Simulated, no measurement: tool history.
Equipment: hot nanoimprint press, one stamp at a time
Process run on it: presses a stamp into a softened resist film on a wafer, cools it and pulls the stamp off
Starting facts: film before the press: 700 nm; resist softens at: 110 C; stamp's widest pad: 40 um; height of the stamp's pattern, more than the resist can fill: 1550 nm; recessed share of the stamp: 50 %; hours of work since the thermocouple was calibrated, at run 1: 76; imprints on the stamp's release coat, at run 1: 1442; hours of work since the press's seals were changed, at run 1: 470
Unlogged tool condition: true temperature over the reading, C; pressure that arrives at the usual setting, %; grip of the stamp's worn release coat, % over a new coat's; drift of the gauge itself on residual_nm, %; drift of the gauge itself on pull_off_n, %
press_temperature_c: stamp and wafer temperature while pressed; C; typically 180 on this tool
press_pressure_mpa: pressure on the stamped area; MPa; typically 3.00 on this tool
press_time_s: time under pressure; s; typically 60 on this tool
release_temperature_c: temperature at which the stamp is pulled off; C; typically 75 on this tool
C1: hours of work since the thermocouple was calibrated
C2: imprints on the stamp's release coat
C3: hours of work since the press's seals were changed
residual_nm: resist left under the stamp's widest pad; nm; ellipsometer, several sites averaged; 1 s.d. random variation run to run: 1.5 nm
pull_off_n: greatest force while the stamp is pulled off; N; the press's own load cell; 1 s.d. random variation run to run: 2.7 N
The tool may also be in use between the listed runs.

run 1 hour=0.0 | press_temperature_c=180 press_pressure_mpa=3.00 press_time_s=60 release_temperature_c=75 | C1=76 C2=1442 C3=470 | residual_nm=345.1 pull_off_n=122
run 2 hour=29.8 | press_temperature_c=180 press_pressure_mpa=3.00 press_time_s=60 release_temperature_c=75 | C1=96 C2=1557 C3=491 | residual_nm=343.8 pull_off_n=123
run 3 hour=63.5 | press_temperature_c=180 press_pressure_mpa=3.00 press_time_s=60 release_temperature_c=75 | C1=119 C2=1688 C3=513 | residual_nm=346.2 pull_off_n=131
run 4 hour=106.6 | press_temperature_c=180 press_pressure_mpa=3.00 press_time_s=38 release_temperature_c=75 | C1=148 C2=1854 C3=543 | residual_nm=402.0 pull_off_n=125
run 5 hour=143.5 | press_temperature_c=180 press_pressure_mpa=3.00 press_time_s=38 release_temperature_c=75 | C1=173 C2=1998 C3=568 | residual_nm=404.4 pull_off_n=129
run 6 hour=166.8 | press_temperature_c=180 press_pressure_mpa=3.00 press_time_s=38 release_temperature_c=75 | C1=189 C2=2088 C3=583 | residual_nm=403.6 pull_off_n=123
run 7 hour=186.3 | press_temperature_c=180 press_pressure_mpa=3.00 press_time_s=60 release_temperature_c=75 | C1=202 C2=2163 C3=597 | residual_nm=347.4 pull_off_n=130
-- hour=213.9 stamp cleaned and given a new release coat
run 8 hour=213.9 | press_temperature_c=180 press_pressure_mpa=3.00 press_time_s=60 release_temperature_c=75 | C1=217 C2=0 C3=611 | residual_nm=346.4 pull_off_n=124
run 9 hour=243.2 | press_temperature_c=180 press_pressure_mpa=3.00 press_time_s=60 release_temperature_c=75 | C1=237 C2=113 C3=631 | residual_nm=346.5 pull_off_n=125
run 10 hour=263.1 | press_temperature_c=180 press_pressure_mpa=3.00 press_time_s=60 release_temperature_c=75 | C1=250 C2=190 C3=645 | residual_nm=344.5 pull_off_n=127
-- hour=292.4 plate thermocouple calibrated
run 11 hour=304.0 | press_temperature_c=180 press_pressure_mpa=3.00 press_time_s=60 release_temperature_c=77 | C1=8 C2=337 C3=670 | residual_nm=344.0 pull_off_n=122
run 12 hour=338.5 | press_temperature_c=180 press_pressure_mpa=3.00 press_time_s=60 release_temperature_c=77 | C1=31 C2=471 C3=694 | residual_nm=344.2 pull_off_n=124
run 13 hour=362.8 | press_temperature_c=180 press_pressure_mpa=3.00 press_time_s=60 release_temperature_c=77 | C1=48 C2=565 C3=710 | residual_nm=342.9 pull_off_n=119
run 14 hour=400.5 | press_temperature_c=180 press_pressure_mpa=3.00 press_time_s=60 release_temperature_c=77 | C1=73 C2=711 C3=736 | residual_nm=342.9 pull_off_n=120
run 15 hour=444.1 | press_temperature_c=180 press_pressure_mpa=3.00 press_time_s=60 release_temperature_c=77 | C1=103 C2=880 C3=765 | residual_nm=342.6 pull_off_n=123
run 16 hour=466.1 | press_temperature_c=180 press_pressure_mpa=3.00 press_time_s=60 release_temperature_c=77 | C1=118 C2=965 C3=780 | residual_nm=343.5 pull_off_n=119
run 17 hour=500.8 | press_temperature_c=190 press_pressure_mpa=4.28 press_time_s=36 release_temperature_c=80 | C1=141 C2=1099 C3=804 | residual_nm=214.4 pull_off_n=122
run 18 hour=543.6 | press_temperature_c=190 press_pressure_mpa=4.28 press_time_s=36 release_temperature_c=80 | C1=170 C2=1265 C3=833 | residual_nm=212.9 pull_off_n=122
run 19 hour=573.0 | press_temperature_c=184 press_pressure_mpa=4.28 press_time_s=36 release_temperature_c=80 | C1=190 C2=1379 C3=853 | residual_nm=290.8 pull_off_n=120
run 20 hour=614.1 | press_temperature_c=180 press_pressure_mpa=4.02 press_time_s=52 release_temperature_c=75 | C1=218 C2=1538 C3=880 | residual_nm=314.2 pull_off_n=121
run 21 hour=654.4 | press_temperature_c=172 press_pressure_mpa=3.00 press_time_s=33 release_temperature_c=68 | C1=245 C2=1694 C3=908 | residual_nm=555.4 pull_off_n=135
run 22 hour=681.7 | press_temperature_c=172 press_pressure_mpa=3.00 press_time_s=33 release_temperature_c=68 | C1=264 C2=1800 C3=926 | residual_nm=559.6 pull_off_n=129
-- hour=690.5 plate thermocouple calibrated
run 23 hour=709.5 | press_temperature_c=172 press_pressure_mpa=3.00 press_time_s=33 release_temperature_c=68 | C1=13 C2=1896 C3=943 | residual_nm=553.2 pull_off_n=130
run 24 hour=730.5 | press_temperature_c=172 press_pressure_mpa=3.00 press_time_s=33 release_temperature_c=68 | C1=27 C2=1977 C3=957 | residual_nm=558.5 pull_off_n=134
run 25 hour=756.3 | press_temperature_c=170 press_pressure_mpa=4.58 press_time_s=77 release_temperature_c=68 | C1=45 C2=2077 C3=975 | residual_nm=441.2 pull_off_n=132
-- hour=772.0 press's hydraulic seals changed and the load cell set to zero
run 26 hour=788.2 | press_temperature_c=171 press_pressure_mpa=1.90 press_time_s=60 release_temperature_c=75 | C1=61 C2=2170 C3=11 | residual_nm=563.6 pull_off_n=124
-- hour=815.4 stamp cleaned and given a new release coat
run 27 hour=816.0 | press_temperature_c=171 press_pressure_mpa=1.90 press_time_s=60 release_temperature_c=75 | C1=76 C2=2 C3=26 | residual_nm=566.6 pull_off_n=120
run 28 hour=844.6 | press_temperature_c=171 press_pressure_mpa=2.57 press_time_s=37 release_temperature_c=75 | C1=95 C2=113 C3=45 | residual_nm=572.9 pull_off_n=123
run 29 hour=885.5 | press_temperature_c=170 press_pressure_mpa=3.00 press_time_s=60 release_temperature_c=76 | C1=123 C2=271 C3=73 | residual_nm=523.3 pull_off_n=122

Entry by entry between the runs, the difference in hidden state between the last listed run before and the first listed run after:
Between runs 7 and 8: stamp cleaned and given a new release coat (hour 213.9)
  grip of the stamp's worn release coat, % over a new coat's: 1.4 -> 0; drift of the gauge itself on residual_nm, %: -0.38 -> -0.43
  measured less the result without the state, residual_nm: -1.1 -> -1.3 nm
Between runs 10 and 11: plate thermocouple calibrated (hour 292.4)
  true temperature over the reading, C: -0.01 -> 0; pressure that arrives at the usual setting, %: 99.92 -> 99.91; grip of the stamp's worn release coat, % over a new coat's: 0.1 -> 0.2; drift of the gauge itself on residual_nm, %: -0.53 -> -0.6
  measured less the result without the state, residual_nm: -1.6 -> -2.0 nm
Between runs 22 and 23: plate thermocouple calibrated (hour 690.5)
  grip of the stamp's worn release coat, % over a new coat's: 1.1 -> 1.2; drift of the gauge itself on residual_nm, %: -1.38 -> -1.43
  measured less the result without the state, residual_nm: -7.6 -> -7.9 nm
Between runs 25 and 26: press's hydraulic seals changed and the load cell set to zero (hour 772.0)
  pressure that arrives at the usual setting, %: 99.87 -> 99.99; grip of the stamp's worn release coat, % over a new coat's: 1.3 -> 1.4; drift of the gauge itself on residual_nm, %: -1.52 -> -1.57
  measured less the result without the state, residual_nm: -6.6 -> -9.1 nm
Between runs 26 and 27: stamp cleaned and given a new release coat (hour 815.4)
  grip of the stamp's worn release coat, % over a new coat's: 1.4 -> 0; drift of the gauge itself on residual_nm, %: -1.57 -> -1.62
  measured less the result without the state, residual_nm: -9.1 -> -9.3 nm

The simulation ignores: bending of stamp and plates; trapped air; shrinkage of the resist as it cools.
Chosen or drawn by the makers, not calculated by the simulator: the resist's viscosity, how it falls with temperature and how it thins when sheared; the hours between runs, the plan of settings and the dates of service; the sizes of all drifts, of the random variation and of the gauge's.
